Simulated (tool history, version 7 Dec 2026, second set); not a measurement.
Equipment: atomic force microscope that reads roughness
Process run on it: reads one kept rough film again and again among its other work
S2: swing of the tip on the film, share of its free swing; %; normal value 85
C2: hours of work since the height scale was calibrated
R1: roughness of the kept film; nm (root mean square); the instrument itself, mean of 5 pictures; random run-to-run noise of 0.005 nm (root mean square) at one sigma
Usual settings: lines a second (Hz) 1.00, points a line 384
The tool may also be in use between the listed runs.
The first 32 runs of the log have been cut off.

run 33 day=12.338 | lines_a_second_(Hz)=3.75 S2=57 points_a_line=384 | pictures_with_this_tip=25 C2=299 | R1=0.730
run 34 day=12.779 | lines_a_second_(Hz)=3.75 S2=57 points_a_line=384 | pictures_with_this_tip=37 C2=305 | R1=0.706
run 35 day=13.283 | lines_a_second_(Hz)=3.75 S2=57 points_a_line=384 | pictures_with_this_tip=50 C2=312 | R1=0.700
run 36 day=13.704 | lines_a_second_(Hz)=1.28 S2=69 points_a_line=438 | pictures_with_this_tip=62 C2=318 | R1=0.708
run 37 day=14.229 | lines_a_second_(Hz)=1.00 S2=84 points_a_line=384 | pictures_with_this_tip=76 C2=325 | R1=0.659
run 38 day=14.729 | lines_a_second_(Hz)=1.00 S2=84 points_a_line=384 | pictures_with_this_tip=89 C2=331 | R1=0.649
-- day=14.825 new tip fitted
run 39 day=15.062 | lines_a_second_(Hz)=0.60 S2=61 points_a_line=264 | pictures_with_this_tip=7 C2=336 | R1=0.777
run 40 day=15.546 | lines_a_second_(Hz)=3.83 S2=57 points_a_line=423 | pictures_with_this_tip=20 C2=342 | R1=0.737

3 ways to go on from here, each from the tool as it stands after run 40. What would each give?
run A day=15.929 | lines_a_second_(Hz)=3.97 S2=85 points_a_line=384 | pictures_with_this_tip=30 C2=347 | R1=?
run B day=15.929 | lines_a_second_(Hz)=3.83 S2=69 points_a_line=423 | pictures_with_this_tip=30 C2=347 | R1=?
run C day=15.929 | lines_a_second_(Hz)=2.72 S2=61 points_a_line=423 | pictures_with_this_tip=30 C2=347 | R1=?

run=A R1=0.568
run=B R1=0.671
run=C R1=0.724
Without the tool's unlogged condition, the same runs would have read:
run=A R1=0.596
run=B R1=0.704
run=C R1=0.761
